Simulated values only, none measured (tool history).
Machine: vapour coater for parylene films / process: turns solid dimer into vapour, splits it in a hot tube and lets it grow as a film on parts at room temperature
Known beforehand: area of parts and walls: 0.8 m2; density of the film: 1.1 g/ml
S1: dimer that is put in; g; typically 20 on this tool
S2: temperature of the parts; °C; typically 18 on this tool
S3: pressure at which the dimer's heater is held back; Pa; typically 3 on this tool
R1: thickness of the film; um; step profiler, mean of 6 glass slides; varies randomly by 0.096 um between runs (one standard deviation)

{"run": 1, "hour": 0.0, "S1": 20, "S2": 18, "S3": 3, "R1": 17.71}
{"run": 2, "hour": 12.7, "S1": 20, "S2": 14, "S3": 3, "R1": 21.05}
{"run": 3, "hour": 22.5, "S1": 20, "S2": 18, "S3": 3, "R1": 17.56}
{"run": 4, "hour": 31.6, "S1": 20, "S2": 18, "S3": 3, "R1": 17.72}
{"run": 5, "hour": 53.3, "S1": 20, "S2": 18, "S3": 3, "R1": 17.35}
{"run": 6, "hour": 63.9, "S1": 20, "S2": 18, "S3": 3, "R1": 17.42}
{"hour": 66.4, "done": "table's thermometer calibrated"}
{"run": 7, "hour": 80.8, "S1": 17, "S2": 19, "S3": 4.37, "R1": 13.48}
{"run": 8, "hour": 96.5, "S1": 14, "S2": 19, "S3": 4.37, "R1": 11.19}
{"hour": 107.8, "done": "table's thermometer calibrated, once more"}
{"run": 9, "hour": 118.3, "S1": 14, "S2": 19, "S3": 4.37, "R1": 11.62}

Expected results for the next run?
{"run": 10, "hour": 139.5, "S1": 14, "S2": 19, "S3": 4.37, "R1": "?"}

{"run 10": {"R1": 11.59}}
Without the tool's hidden state the same run would have given R1 11.77 um.
